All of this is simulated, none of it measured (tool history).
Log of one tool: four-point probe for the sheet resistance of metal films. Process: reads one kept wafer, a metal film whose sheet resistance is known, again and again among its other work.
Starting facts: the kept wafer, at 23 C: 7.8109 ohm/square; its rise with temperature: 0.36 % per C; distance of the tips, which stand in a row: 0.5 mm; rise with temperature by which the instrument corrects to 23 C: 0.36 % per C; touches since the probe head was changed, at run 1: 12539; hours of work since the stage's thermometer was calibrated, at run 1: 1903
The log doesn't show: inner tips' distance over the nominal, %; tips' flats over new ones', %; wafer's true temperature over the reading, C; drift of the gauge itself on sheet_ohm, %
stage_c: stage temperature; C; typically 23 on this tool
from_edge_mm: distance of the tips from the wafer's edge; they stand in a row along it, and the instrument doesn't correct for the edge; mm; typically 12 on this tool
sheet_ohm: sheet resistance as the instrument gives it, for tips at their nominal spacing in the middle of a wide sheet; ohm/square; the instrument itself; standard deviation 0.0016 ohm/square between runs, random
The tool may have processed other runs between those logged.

run	hour	stage_c	from_edge_mm	touches since the probe head was changed	hours of work since the stage's thermometer was calibrated	sheet_ohm
1	0	23	12	12539	1903	7.806209
2	97.7	23	12	14960	1949	7.799572
3	174.9	23	12	16874	1985	7.80068
4	251.2	31	12	18765	2021	7.795567
5	336.5	31	12	20880	2061	7.79312
6	416.5	31	12	22862	2099	7.791214
7	519.4	29	12	25412	2147	7.788817
8	610.8	29	12	27679	2190	7.784141
# hour 652.6: stage's thermometer calibrated
9	685.8	29	12	29525	16	7.778147
10	742.2	29	12	30922	42	7.776684
11	821.1	28	4	32878	79	7.833882
12	877.2	30	12	34270	106	7.770764
13	968.6	21	39	36534	149	7.766832
14	1032.5	30	26	38119	179	7.765074
15	1141.4	30	26	40818	230	7.761894

Take each entry between the runs: how does the hidden state at the last listed run before it differ from the hidden state at the first listed run after it?
Logged between run 8 and run 9: stage's thermometer calibrated (hour 652.6)
  inner tips' distance over the nominal, %: -0.442 -> -0.465; tips' flats over new ones', %: 42 -> 45; wafer's true temperature over the reading, C: 0.29 -> 0.04
  measured minus no-state result, sheet_ohm: -0.029481 -> -0.03823 ohm/square
